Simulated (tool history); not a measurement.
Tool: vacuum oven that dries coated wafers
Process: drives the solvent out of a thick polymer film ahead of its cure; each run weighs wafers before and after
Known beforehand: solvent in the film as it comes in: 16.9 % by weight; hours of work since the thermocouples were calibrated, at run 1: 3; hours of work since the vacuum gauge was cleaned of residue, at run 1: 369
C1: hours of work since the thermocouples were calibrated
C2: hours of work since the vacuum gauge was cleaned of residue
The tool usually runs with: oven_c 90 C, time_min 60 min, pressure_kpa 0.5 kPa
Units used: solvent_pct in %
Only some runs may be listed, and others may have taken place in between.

Run 1, hour 0: usual settings; C1 3; C2 369. Result: solvent_pct 1.37 %.
Run 2, hour 38.7: usual settings; C1 23; C2 389. Result: solvent_pct 1.4 %.
Run 3, hour 59.5: usual settings but pressure_kpa 1.441 kPa; C1 33; C2 400. Result: solvent_pct 1.92 %.
Run 4, hour 91.5: usual settings but time_min 52 min; C1 50; C2 416. Result: solvent_pct 1.8 %.
Run 5, hour 128.4: usual settings but time_min 52 min; C1 69; C2 435. Result: solvent_pct 1.79 %.
Run 6, hour 147.1: usual settings but time_min 52 min; C1 78; C2 444. Result: solvent_pct 1.78 %.
Run 7, hour 176: usual settings but time_min 52 min; C1 93; C2 459. Result: solvent_pct 1.8 %.
Run 8, hour 198.4: usual settings but time_min 52 min; C1 104; C2 470. Result: solvent_pct 1.76 %.
Run 9, hour 217.5: usual settings; C1 114; C2 480. Result: solvent_pct 1.39 %.
Run 10, hour 259.7: usual settings but time_min 83 min; C1 136; C2 502. Result: solvent_pct 0.7 %.
Run 11, hour 288.6: usual settings but time_min 83 min; C1 150; C2 517. Result: solvent_pct 0.75 %.
Run 12, hour 312.5: usual settings but time_min 83 min; C1 163; C2 529. Result: solvent_pct 0.79 %.
Run 13, hour 330.6: usual settings but time_min 83 min; C1 172; C2 538. Result: solvent_pct 0.78 %.
Run 14, hour 348.6: usual settings but oven_c 97 C, time_min 30 min, pressure_kpa 0.967 kPa; C1 181; C2 547. Result: solvent_pct 2.89 %.
Run 15, hour 376.7: usual settings but oven_c 97 C, time_min 30 min, pressure_kpa 0.967 kPa; C1 195; C2 562. Result: solvent_pct 2.91 %.
Run 16, hour 413: usual settings but oven_c 84 C, time_min 51 min, pressure_kpa 0.407 kPa; C1 214; C2 580. Result: solvent_pct 2.84 %.
Run 17, hour 436.5: usual settings but oven_c 84 C, time_min 51 min, pressure_kpa 0.407 kPa; C1 226; C2 592. Result: solvent_pct 2.78 %.
Run 18, hour 472.6: usual settings but oven_c 84 C, time_min 51 min, pressure_kpa 0.407 kPa; C1 244; C2 611. Result: solvent_pct 2.81 %.
Run 19, hour 509.2: usual settings but oven_c 84 C, time_min 51 min, pressure_kpa 0.632 kPa; C1 263; C2 629. Result: solvent_pct 2.96 %.
Run 20, hour 530.2: usual settings but oven_c 94 C, time_min 63 min; C1 274; C2 640. Result: solvent_pct 0.9 %.
Run 21, hour 555.2: usual settings but oven_c 94 C, time_min 63 min; C1 287; C2 653. Result: solvent_pct 0.88 %.
Run 22, hour 588.9: usual settings but oven_c 94 C, time_min 63 min, pressure_kpa 1.067 kPa; C1 304; C2 670. Result: solvent_pct 1.16 %.
Run 23, hour 611.1: usual settings but oven_c 94 C, time_min 63 min, pressure_kpa 1.067 kPa; C1 315; C2 681. Result: solvent_pct 1.21 %.

For each run, the measured value with the value that run would have given without the tool's hidden condition subtracted. The run-to-run variation is shared by both, the gauge scatter possibly not:
The hidden state here: true wafer temperature over the reading, C; true pressure over the reading, kPa; drift of the gauge itself on solvent_pct, %.
run  solvent_pct
  1        +0.05
  2        +0.05
  3        +0.05
  4        +0.04
  5        +0.04
  6        +0.04
  7        +0.05
  8        +0.04
  9        +0.06
 10        +0.07
 11        +0.08
 12        +0.09
 13        +0.08
 14           +0
 15           +0
 16        +0.04
 17        +0.05
 18        +0.05
 19        +0.05
 20        +0.07
 21        +0.07
 22        +0.07
 23        +0.07

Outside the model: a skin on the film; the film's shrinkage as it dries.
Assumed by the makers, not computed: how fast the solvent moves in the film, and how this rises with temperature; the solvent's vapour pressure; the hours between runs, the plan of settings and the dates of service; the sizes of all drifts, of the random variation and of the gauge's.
